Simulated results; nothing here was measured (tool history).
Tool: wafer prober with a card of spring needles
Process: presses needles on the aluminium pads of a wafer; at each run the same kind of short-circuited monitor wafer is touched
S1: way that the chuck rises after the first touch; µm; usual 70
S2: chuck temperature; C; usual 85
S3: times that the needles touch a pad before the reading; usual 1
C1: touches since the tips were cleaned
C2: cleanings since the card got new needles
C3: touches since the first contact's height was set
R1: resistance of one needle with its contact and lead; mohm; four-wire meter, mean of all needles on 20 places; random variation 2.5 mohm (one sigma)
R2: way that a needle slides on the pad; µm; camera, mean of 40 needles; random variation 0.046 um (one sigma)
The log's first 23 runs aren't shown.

| run | hour | S1 | S2 | S3 | C1 | C2 | C3 | R1 | R2 |
|---|---|---|---|---|---|---|---|---|---|
|  | 423.2 | height of the first contact set anew |
|  | 433.3 | tips cleaned on abrasive film |
| 24 | 441.0 | 71 | 33 | 2 | 3341 | 40 | 7714 | 283 | 15.59 |
|  | 452.5 | tips cleaned on abrasive film |
| 25 | 453.0 | 70 | 85 | 2 | 241 | 41 | 12937 | 288 | 15.34 |
|  | 471.1 | tips cleaned on abrasive film |
| 26 | 478.4 | 87 | 85 | 1 | 3196 | 42 | 23971 | 315 | 19.09 |
|  | 489.7 | tips cleaned on abrasive film |
| 27 | 505.9 | 73 | 63 | 2 | 7112 | 43 | 35956 | 307 | 15.97 |
|  | 509.6 | tips cleaned on abrasive film |
|  | 528.1 | tips cleaned on abrasive film |
| 28 | 530.0 | 80 | 71 | 1 | 847 | 45 | 46383 | 291 | 17.50 |
|  | 547.2 | tips cleaned on abrasive film |
| 29 | 556.1 | 79 | 85 | 1 | 3892 | 46 | 57739 | 321 | 17.22 |
|  | 566.7 | tips cleaned on abrasive film |
| 30 | 579.2 | 83 | 29 | 2 | 5458 | 47 | 67792 | 298 | 18.15 |
|  | 585.0 | tips cleaned on abrasive film |
| 31 | 601.5 | 83 | 29 | 2 | 7208 | 48 | 77484 | 298 | 18.06 |
|  | 603.3 | tips cleaned on abrasive film |
| 32 | 615.8 | 50 | 88 | 1 | 5439 | 49 | 83667 | 355 | 10.80 |

3 ways to go on from here, each from the tool as it stands after run 32. What would each give?
|  | 622.0 | tips cleaned on abrasive film |
| A | 633.3 | 60 | 31 | 1 | 4913 | 50 | 91269 | ? | ? |
|  | 622.0 | tips cleaned on abrasive film |
| B | 633.3 | 53 | 117 | 2 | 4913 | 50 | 91269 | ? | ? |
|  | 622.0 | tips cleaned on abrasive film |
| C | 633.3 | 89 | 31 | 1 | 4913 | 50 | 91269 | ? | ? |

| run | R1 | R2 |
|---|---|---|
| A | 326 | 12.99 |
| B | 330 | 11.49 |
| C | 303 | 19.32 |
Without the tool's hidden state the same runs would have given:
| run | R1 | R2 |
|---|---|---|
| A | 270 | 13.22 |
| B | 294 | 11.72 |
| C | 267 | 19.55 |

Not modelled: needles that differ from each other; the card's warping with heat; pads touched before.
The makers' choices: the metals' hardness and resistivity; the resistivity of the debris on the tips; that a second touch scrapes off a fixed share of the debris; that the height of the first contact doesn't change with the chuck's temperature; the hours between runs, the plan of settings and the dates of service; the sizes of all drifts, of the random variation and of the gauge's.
